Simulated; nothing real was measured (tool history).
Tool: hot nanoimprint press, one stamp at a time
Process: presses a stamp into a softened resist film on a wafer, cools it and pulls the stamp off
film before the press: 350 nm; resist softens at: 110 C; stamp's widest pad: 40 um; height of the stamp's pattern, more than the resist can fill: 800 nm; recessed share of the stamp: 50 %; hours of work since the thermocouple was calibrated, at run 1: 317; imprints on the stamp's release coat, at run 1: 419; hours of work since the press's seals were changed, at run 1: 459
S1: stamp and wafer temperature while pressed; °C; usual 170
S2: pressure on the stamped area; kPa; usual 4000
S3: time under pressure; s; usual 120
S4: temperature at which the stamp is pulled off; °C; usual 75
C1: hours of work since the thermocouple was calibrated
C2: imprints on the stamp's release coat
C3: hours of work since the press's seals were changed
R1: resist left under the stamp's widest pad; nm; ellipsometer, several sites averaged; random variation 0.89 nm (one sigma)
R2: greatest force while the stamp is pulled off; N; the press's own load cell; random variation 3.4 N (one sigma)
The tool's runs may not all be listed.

run	day	S1	S2	S3	S4	C1	C2	C3	R1	R2
1	0	170	4000	120	75	317	419	459	168.4	190
2	1.054	179	4000	120	75	332	503	474	95.4	193
3	2.108	179	4000	120	75	347	586	488	95.6	193
4	2.967	179	4000	120	75	359	653	501	96	204
5	3.858	179	4000	120	75	372	724	513	95.1	196
6	4.921	179	4000	120	75	387	807	528	96.5	203
7	5.958	179	4000	120	75	401	889	543	96.8	205
8	6.892	179	4000	120	75	415	963	556	96.5	213
9	7.542	179	4000	120	79	424	1014	565	98.1	189
10	8.396	179	4000	120	79	436	1081	577	96.7	200
11	9.05	179	4000	120	79	445	1133	587	97.3	196
12	9.554	179	4000	120	79	452	1173	594	97.5	190
13	10.067	179	4000	120	79	459	1213	601	96.8	192
14	10.762	163	4000	120	75	469	1268	611	254.1	212
15	11.542	170	3390	120	75	480	1330	622	187.3	229
# day 12.554: stamp cleaned and given a new release coat
16	12.708	165	5620	179	75	493	12	635	180.4	179
17	13.475	173	5620	179	73	504	72	646	103.1	196
# day 13.667: plate thermocouple calibrated
18	14.146	163	2840	103	75	7	115	653	268.2	171
19	15.25	170	4000	130	67	22	202	669	150.3	216
20	15.992	170	4000	130	67	33	261	679	154.4	219
21	16.733	170	4110	130	67	43	319	690	152.6	224
22	17.279	170	5040	120	62	51	362	698	145.7	246
23	17.817	169	3360	204	82	59	405	705	146.9	154
24	18.7	160	3500	120	66	71	474	718	280.4	227
25	19.571	160	3500	120	66	83	543	730	277.9	235
26	20.654	160	3500	120	66	99	628	745	278.2	236
27	21.488	160	3500	120	66	111	694	757	280	245
28	22.017	165	3500	67	71	118	736	764	260.3	213
29	22.762	165	3500	67	71	129	795	775	261	213
30	23.512	164	4000	120	64	139	854	786	227.1	253

Hidden state at the last listed run before each entry between runs and at the first one after, where it differs:
Between runs 15 and 16: stamp cleaned and given a new release coat (day 12.554)
  true temperature over the reading, C: -1.43 -> -1.46; pressure that arrives at the usual setting, %: 97.73 -> 97.69; grip of the stamp's worn release coat, % over a new coat's: 24.9 -> 0.2
  measured less the result without the state, R1: +16.6 -> +18.9 nm; R2: +51 -> +7 N
Between runs 17 and 18: plate thermocouple calibrated (day 13.667)
  true temperature over the reading, C: -1.49 -> 0.13; pressure that arrives at the usual setting, %: 97.65 -> 97.62; grip of the stamp's worn release coat, % over a new coat's: 1.3 -> 2.1
  measured less the result without the state, R1: +11.7 -> -0.3 nm; R2: +9 -> +3 N

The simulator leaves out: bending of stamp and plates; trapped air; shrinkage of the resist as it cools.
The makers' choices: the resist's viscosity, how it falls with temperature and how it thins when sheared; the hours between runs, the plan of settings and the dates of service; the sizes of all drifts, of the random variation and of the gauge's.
